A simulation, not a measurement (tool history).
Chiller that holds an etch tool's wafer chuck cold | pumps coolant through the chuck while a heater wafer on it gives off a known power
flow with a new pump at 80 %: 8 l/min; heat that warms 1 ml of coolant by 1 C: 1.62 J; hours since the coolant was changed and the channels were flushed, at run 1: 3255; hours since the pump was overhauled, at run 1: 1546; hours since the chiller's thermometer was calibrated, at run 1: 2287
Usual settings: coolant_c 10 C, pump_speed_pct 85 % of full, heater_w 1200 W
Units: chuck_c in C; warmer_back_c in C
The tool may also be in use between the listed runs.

run	hour	coolant_c	pump_speed_pct	heater_w	hours since the coolant was changed and the channels were flushed	hours since the pump was overhauled	hours since the chiller's thermometer was calibrated	chuck_c	warmer_back_c
1	0.0	10	85	1200	3255	1546	2287	21.0	5.16
2	33.1	10	85	1172	3288	1579	2320	20.7	5.09
3	67.8	10	85	1172	3323	1614	2355	20.6	5.14
4	90.2	10	85	1291	3345	1636	2377	21.8	5.65
5	113.5	10	85	1291	3369	1660	2400	21.8	5.66
6	152.9	10	85	1291	3408	1699	2440	21.9	5.68
7	184.1	10	85	603	3439	1730	2471	15.4	2.63
8	209.3	10	85	1551	3465	1756	2496	24.3	6.83
9	237.2	16	85	1551	3492	1783	2524	30.2	6.83
10	259.7	7	85	1200	3515	1806	2546	17.8	5.27
11	294.1	10	68	812	3549	1840	2581	19.4	4.57
12	311.3	13	60	1366	3567	1858	2598	30.7	8.81
13	340.0	5	67	1141	3595	1886	2627	18.2	6.53
14	378.2	10	83	929	3633	1924	2665	18.6	4.26
15	413.2	6	85	858	3668	1959	2700	13.9	3.85

Run 16 comes next. What will it give?
16	436.1	17	73	742	3691	1982	2723	?	?

chuck_c: 24.8 C
warmer_back_c: 3.93 C
Without the tool's hidden state the same run would have given chuck_c 24.8 C, warmer_back_c 3.81 C.
